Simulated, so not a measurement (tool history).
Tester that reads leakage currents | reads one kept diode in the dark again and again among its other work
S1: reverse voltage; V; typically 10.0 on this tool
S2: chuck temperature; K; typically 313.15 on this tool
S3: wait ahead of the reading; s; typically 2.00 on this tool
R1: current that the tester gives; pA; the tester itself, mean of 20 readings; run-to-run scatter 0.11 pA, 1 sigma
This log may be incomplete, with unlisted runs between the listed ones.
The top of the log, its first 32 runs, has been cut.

Run 33, hour 2275.4: usual settings but S1 1.1 V, S2 308.15 K, S3 1.76 s. Result: R1 7.65 pA.
Run 34, hour 2323.7: usual settings but S1 1.1 V, S2 308.15 K, S3 1.76 s. Result: R1 7.75 pA.
Run 35, hour 2415.4: usual settings but S1 2.6 V, S2 298.15 K, S3 8.75 s. Result: R1 9.29 pA.
Run 36, hour 2508.8: usual settings but S2 317.15 K. Result: R1 58.58 pA.
Run 37, hour 2569.8: usual settings but S2 294.15 K, S3 0.57 s. Result: R1 27.84 pA.
Run 38, hour 2618.4: usual settings but S1 4.2 V, S2 296.15 K, S3 7.80 s. Result: R1 13.25 pA.
Run 39, hour 2711.6: usual settings but S1 4.2 V, S2 293.15 K, S3 7.80 s. Result: R1 12.17 pA.
Run 40, hour 2753.7: usual settings but S1 4.2 V, S2 311.15 K, S3 0.80 s. Result: R1 24.58 pA.

Forecast each of these 3 alternatives for the next run:
Run A, hour 2827.0: usual settings but S1 4.2 V, S2 311.15 K, S3 3.48 s. Result: R1 ?.
Run B, hour 2827.0: usual settings but S1 1.8 V, S2 326.15 K. Result: R1 ?.
Run C, hour 2827.0: usual settings but S1 13.0 V. Result: R1 ?.

run     R1
  A  24.47
  B  29.84
  C  62.32
With no hidden state in the tool, these same runs would have given:
run     R1
  A  16.03
  B  25.70
  C  36.48

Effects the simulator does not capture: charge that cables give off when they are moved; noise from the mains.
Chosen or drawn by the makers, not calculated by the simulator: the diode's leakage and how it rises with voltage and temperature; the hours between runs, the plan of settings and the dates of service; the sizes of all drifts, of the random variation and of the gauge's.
